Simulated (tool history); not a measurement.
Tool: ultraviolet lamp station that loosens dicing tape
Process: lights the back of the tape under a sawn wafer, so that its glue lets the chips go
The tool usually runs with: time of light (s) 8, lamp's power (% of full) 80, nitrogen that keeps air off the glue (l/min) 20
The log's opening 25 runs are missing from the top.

| run | hour | time of light (s) | lamp's power (% of full) | nitrogen that keeps air off the glue (l/min) | force that peels the tape off (N) | light that reached the tape (mJ/cm²) |
|---|---|---|---|---|---|---|
| 26 | 1230.7 | 8 | 62 | 30 | 0.778 | 245 |
| 27 | 1291.3 | 16 | 62 | 11 | 0.411 | 490 |
| 28 | 1340.1 | 16 | 100 | 11 | 0.259 | 765 |
|  | 1382.6 | window cleaned of glue's vapour |
| 29 | 1411.8 | 5 | 80 | 20 | 1.16 | 207 |
| 30 | 1459 | 13 | 62 | 12 | 0.52 | 408 |
| 31 | 1501.8 | 13 | 80 | 20 | 0.303 | 514 |
| 32 | 1576 | 8 | 63 | 20 | 0.972 | 245 |
| 33 | 1611 | 8 | 60 | 23 | 0.977 | 228 |
| 34 | 1674.6 | 8 | 60 | 23 | 1.092 | 215 |
| 35 | 1724.9 | 8 | 80 | 33 | 0.626 | 279 |
| 36 | 1761.6 | 12 | 80 | 6 | 0.736 | 411 |
|  | 1770.9 | window cleaned of glue's vapour |
| 37 | 1797.8 | 4 | 92 | 18 | 1.468 | 174 |

Predict the results of run 38:
| 38 | 1828.9 | 8 | 99 | 14 | ? | ? |

{"run 38": {"force that peels the tape off (N)": 0.556, "light that reached the tape (mJ/cm²)": 377}}
Without the tool's hidden state the same run would have given force that peels the tape off (N) 0.266, light that reached the tape (mJ/cm²) 670.
